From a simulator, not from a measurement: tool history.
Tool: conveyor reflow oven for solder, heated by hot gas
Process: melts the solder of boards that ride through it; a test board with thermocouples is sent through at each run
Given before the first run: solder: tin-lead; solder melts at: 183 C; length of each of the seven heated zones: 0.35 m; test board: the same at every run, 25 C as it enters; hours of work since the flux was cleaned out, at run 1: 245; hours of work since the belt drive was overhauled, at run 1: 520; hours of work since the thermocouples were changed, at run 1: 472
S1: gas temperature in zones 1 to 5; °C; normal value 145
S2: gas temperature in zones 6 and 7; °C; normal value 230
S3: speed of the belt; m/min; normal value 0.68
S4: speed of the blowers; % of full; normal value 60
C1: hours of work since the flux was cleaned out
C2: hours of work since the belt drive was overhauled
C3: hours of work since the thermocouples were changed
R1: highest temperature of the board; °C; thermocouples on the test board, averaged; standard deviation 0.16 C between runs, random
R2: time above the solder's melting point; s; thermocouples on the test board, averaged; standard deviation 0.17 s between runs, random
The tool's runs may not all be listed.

run	hour	S1	S2	S3	S4	C1	C2	C3	R1	R2
1	0	145	230	0.68	60	245	520	472	207.6	39.9
2	23.8	145	230	0.68	60	261	536	488	206.9	40
3	36	132	230	0.68	60	270	544	496	204.2	33.1
4	48.4	132	238	0.68	60	278	553	504	210.2	38.4
5	67.7	132	238	0.68	60	291	566	517	210	38.1
6	80	145	230	0.68	58	299	574	526	206.3	38.9
# hour 89.6: flux residue cleaned out of gas plates and filters
7	102.9	145	230	0.68	60	9	586	538	210.1	43.1
8	125.3	145	230	0.68	60	24	601	553	210.3	42.9
9	149.2	145	230	0.68	60	40	617	569	209.8	42.5
10	161.5	145	230	0.68	60	48	626	577	209.6	42.6
11	175.2	145	230	0.68	60	58	635	586	209.7	42.5
# hour 181.6: belt drive overhauled, speed set with a stopwatch
12	195.6	145	230	0.68	60	69	9	597	209.9	42.8
13	215.3	145	230	0.68	60	82	23	611	209.8	42.9
14	227.6	145	230	0.68	60	90	31	619	209.6	43
15	252.1	138	230	0.58	60	107	47	635	213	52.1
16	277	145	221	0.68	60	124	64	652	202.1	35.7
# hour 296.1: belt drive overhauled, speed set with a stopwatch, once more
17	299.6	145	221	0.68	60	136	2	665	201.3	33.7
18	316.6	145	221	0.634	60	148	14	676	203.1	39.1
19	337	154	221	0.634	73	161	28	690	207.1	47.8
20	358.2	154	221	0.634	73	176	42	704	206.9	47.6
21	372.6	155	230	0.68	60	185	52	714	210.2	46.1
22	392.4	147	240	0.68	60	199	65	727	216.3	47.2
23	406.9	146	230	0.68	87	208	75	737	212.8	45.5
24	433.1	141	230	0.68	60	226	92	755	206.7	37.4

The next listed run, before its measurement:
25	446.3	155	230	0.68	53	235	101	764	?	?

Logged for run 25: R1 208.5 °C, R2 43.7 s.
If the tool had no hidden condition, the same run with the same run-to-run variation would have returned R1 211.3 °C, R2 46.6 s.
